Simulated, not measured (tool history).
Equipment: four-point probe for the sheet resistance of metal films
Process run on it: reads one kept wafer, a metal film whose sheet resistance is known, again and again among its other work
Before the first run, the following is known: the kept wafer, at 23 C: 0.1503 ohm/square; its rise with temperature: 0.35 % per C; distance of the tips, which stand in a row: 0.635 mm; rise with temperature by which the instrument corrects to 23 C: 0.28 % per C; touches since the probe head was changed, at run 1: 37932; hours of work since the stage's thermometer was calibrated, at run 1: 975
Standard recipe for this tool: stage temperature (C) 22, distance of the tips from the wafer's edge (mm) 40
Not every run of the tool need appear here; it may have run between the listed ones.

run,hour,stage temperature (C),distance of the tips from the wafer's edge (mm),touches since the probe head was changed,hours of work since the stage's thermometer was calibrated,sheet resistance as the instrument gives it (ohm/square)
1,0,22,40,37932,975,0.150773
2,14.4,22,40,38644,986,0.15076
3,27.8,22,40,39304,995,0.150787
4,41.3,22,31,39972,1005,0.150836
5,53.7,22,6,40587,1014,0.151659
6,68.2,22,6,41305,1025,0.151674
7,83.3,18,40,42052,1036,0.150302
8,96.1,18,40,42685,1046,0.150373
9,113.3,18,40,43534,1058,0.150384
10,123.1,22,40,44017,1065,0.150805
11,132.3,22,40,44474,1072,0.150799
12,151.1,26,40,45405,1086,0.151211
13,163,26,40,45991,1095,0.151238
14,173.9,26,40,46532,1103,0.15119
15,190,26,40,47324,1115,0.151198
16,202.4,22,5,47941,1124,0.152138
17,212.9,23,40,48458,1131,0.150945
18,230.9,30,40,49348,1145,0.151651
19,241.3,30,40,49862,1152,0.151651
20,253.5,29,5,50466,1161,0.152863
21,267.7,28,51,51168,1172,0.151431
22,279.3,34,4,51741,1180,0.154163
23,295.9,26,49,52561,1192,0.151321
24,306.8,29,12,53100,1200,0.1518
25,322.3,19,52,53865,1212,0.150533
26,337.8,19,40,54632,1223,0.150491
27,354,33,20,55436,1235,0.152056
28,367.8,20,13,56118,1245,0.150823
29,378,28,7,56621,1253,0.152207
30,386,23,3,57014,1258,0.154522
31,402.2,31,13,57818,1270,0.152028

Branching from run 31: 4 alternative next runs. What would each branch give?
A,416.5,33,6,58524,1281,?
B,416.5,24,40,58524,1281,?
C,416.5,21,4,58524,1281,?
D,416.5,31,37,58524,1281,?

run,sheet resistance as the instrument gives it (ohm/square)
A,0.152908
B,0.15116
C,0.152783
D,0.151849
Without the tool's unlogged condition, the same runs would have read:
run,sheet resistance as the instrument gives it (ohm/square)
A,0.152207
B,0.150463
C,0.152078
D,0.151151
